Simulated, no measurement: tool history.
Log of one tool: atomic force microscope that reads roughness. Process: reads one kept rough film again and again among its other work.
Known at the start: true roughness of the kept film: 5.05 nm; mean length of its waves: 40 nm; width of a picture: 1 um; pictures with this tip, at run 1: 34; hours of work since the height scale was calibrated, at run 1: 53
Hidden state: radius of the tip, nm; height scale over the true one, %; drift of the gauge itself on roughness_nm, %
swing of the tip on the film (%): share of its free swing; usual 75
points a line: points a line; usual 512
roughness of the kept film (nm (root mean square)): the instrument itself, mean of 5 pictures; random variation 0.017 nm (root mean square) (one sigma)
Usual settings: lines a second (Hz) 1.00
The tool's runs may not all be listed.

run,hour,lines a second (Hz),swing of the tip on the film (%),points a line,pictures with this tip,hours of work since the height scale was calibrated,roughness of the kept film (nm (root mean square))
1,0.0,1.00,75,512,34,53,3.959
2,8.0,1.00,75,512,44,59,3.904
3,14.3,1.00,59,512,51,64,4.030
4,25.6,1.00,59,512,65,72,3.976
5,31.9,1.00,59,512,73,76,3.947
6,42.1,1.00,59,512,86,84,3.862
7,55.1,1.00,59,512,102,93,3.754
8,62.3,1.00,59,512,111,98,3.748
9,67.9,1.00,59,512,118,102,3.693
10,77.9,1.00,75,512,131,110,3.453
# hour 88.8: new tip fitted
11,91.3,1.00,75,512,3,119,4.121
12,98.2,1.00,75,512,11,124,4.059
13,105.6,1.00,75,512,21,129,4.030
14,116.9,1.00,75,512,35,137,3.917
15,125.4,1.00,75,512,45,144,3.889
16,138.5,1.00,75,512,62,153,3.797
17,147.2,1.00,75,512,73,159,3.734
18,158.2,1.00,75,512,86,167,3.659
19,167.0,1.73,75,512,97,174,3.436
20,174.4,0.61,75,737,106,179,3.667
21,182.0,0.61,75,737,116,185,3.652
22,194.0,0.61,75,737,131,193,3.591
# hour 204.6: new tip fitted
23,207.2,0.61,75,737,3,202,4.288
24,219.9,1.00,58,512,19,212,4.264
25,230.2,1.00,80,833,31,219,3.936
26,241.5,1.00,80,833,46,227,3.840
27,249.3,1.00,75,562,55,233,3.854
28,255.0,1.01,75,295,62,237,3.846
29,261.2,1.01,67,453,70,241,3.915
30,271.7,1.01,67,453,83,249,3.829
31,278.6,1.01,67,453,92,254,3.779
32,284.8,0.97,61,441,99,259,3.804
33,293.1,0.74,71,512,110,265,3.737
34,299.1,1.50,81,512,117,269,3.333
35,307.4,0.66,65,512,128,275,3.691
36,318.4,0.66,65,512,141,283,3.671
# hour 320.0: new tip fitted
37,326.5,0.66,65,512,8,288,4.339
38,333.6,0.66,65,512,17,294,4.252

Hidden state or all else? Some run-to-run changes of roughness of the kept film (nm (root mean square)), split into what the settings, what came in and random variation would give without the hidden state, and what is left for the hidden state (with any gauge scatter that isn't in both results):
Run 10 -> 11: new tip fitted. roughness of the kept film (nm (root mean square)) +0.668: hidden state +0.603, all else +0.065.
Run 22 -> 23: new tip fitted. roughness of the kept film (nm (root mean square)) +0.697: hidden state +0.669, all else +0.028.
Run 36 -> 37: new tip fitted. roughness of the kept film (nm (root mean square)) +0.668: hidden state +0.644, all else +0.024.

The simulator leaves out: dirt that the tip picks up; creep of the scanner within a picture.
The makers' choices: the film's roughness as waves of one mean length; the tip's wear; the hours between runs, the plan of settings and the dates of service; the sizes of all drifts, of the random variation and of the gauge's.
